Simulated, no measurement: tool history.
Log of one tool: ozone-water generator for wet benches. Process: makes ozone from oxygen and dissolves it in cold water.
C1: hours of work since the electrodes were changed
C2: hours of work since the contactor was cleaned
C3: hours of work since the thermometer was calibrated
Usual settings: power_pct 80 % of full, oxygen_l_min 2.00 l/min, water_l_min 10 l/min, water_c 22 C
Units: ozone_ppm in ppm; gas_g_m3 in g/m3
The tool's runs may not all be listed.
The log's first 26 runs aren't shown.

run 27 hour=3693.1 | power_pct=99 oxygen_l_min=2.88 water_l_min=8 water_c=23 | C1=1129 C2=1315 C3=157 | ozone_ppm=30.9 gas_g_m3=233.9
run 28 hour=3894.8 | power_pct=42 oxygen_l_min=2.88 water_l_min=8 water_c=23 | C1=1257 C2=1443 C3=285 | ozone_ppm=19.8 gas_g_m3=151.6
run 29 hour=4074.0 | power_pct=84 oxygen_l_min=2.88 water_l_min=8 water_c=14 | C1=1371 C2=1557 C3=399 | ozone_ppm=33.3 gas_g_m3=214.4
run 30 hour=4242.1 | power_pct=84 oxygen_l_min=2.88 water_l_min=8 water_c=14 | C1=1477 C2=1663 C3=505 | ozone_ppm=32.6 gas_g_m3=214.7
run 31 hour=4344.2 | power_pct=53 oxygen_l_min=2.20 water_l_min=14 water_c=15 | C1=1542 C2=1728 C3=570 | ozone_ppm=17.4 gas_g_m3=201.2
run 32 hour=4483.7 | power_pct=98 oxygen_l_min=2.00 water_l_min=12 water_c=22 | C1=1630 C2=1816 C3=658 | ozone_ppm=25.1 gas_g_m3=290.7
run 33 hour=4665.6 | power_pct=69 oxygen_l_min=1.13 water_l_min=14 water_c=17 | C1=1746 C2=1931 C3=773 | ozone_ppm=18.5 gas_g_m3=354.2
run 34 hour=4777.0 | power_pct=69 oxygen_l_min=2.97 water_l_min=14 water_c=17 | C1=1816 C2=2002 C3=844 | ozone_ppm=19.7 gas_g_m3=190.3

3 ways to go on from here, each from the tool as it stands after run 34. What would each give?
run A hour=4906.0 | power_pct=80 oxygen_l_min=2.00 water_l_min=6 water_c=22 | C1=1898 C2=2084 C3=926 | ozone_ppm=? gas_g_m3=?
run B hour=4906.0 | power_pct=69 oxygen_l_min=3.02 water_l_min=6 water_c=27 | C1=1898 C2=2084 C3=926 | ozone_ppm=? gas_g_m3=?
run C hour=4906.0 | power_pct=48 oxygen_l_min=2.97 water_l_min=14 water_c=17 | C1=1898 C2=2084 C3=926 | ozone_ppm=? gas_g_m3=?

run=A ozone_ppm=35.3 gas_g_m3=266.1
run=B ozone_ppm=26.8 gas_g_m3=188.7
run=C ozone_ppm=16.4 gas_g_m3=159.8
Without the tool's hidden state the same runs would have given:
run=A ozone_ppm=35.4 gas_g_m3=260.7
run=B ozone_ppm=26.8 gas_g_m3=184.8
run=C ozone_ppm=16.4 gas_g_m3=156.5
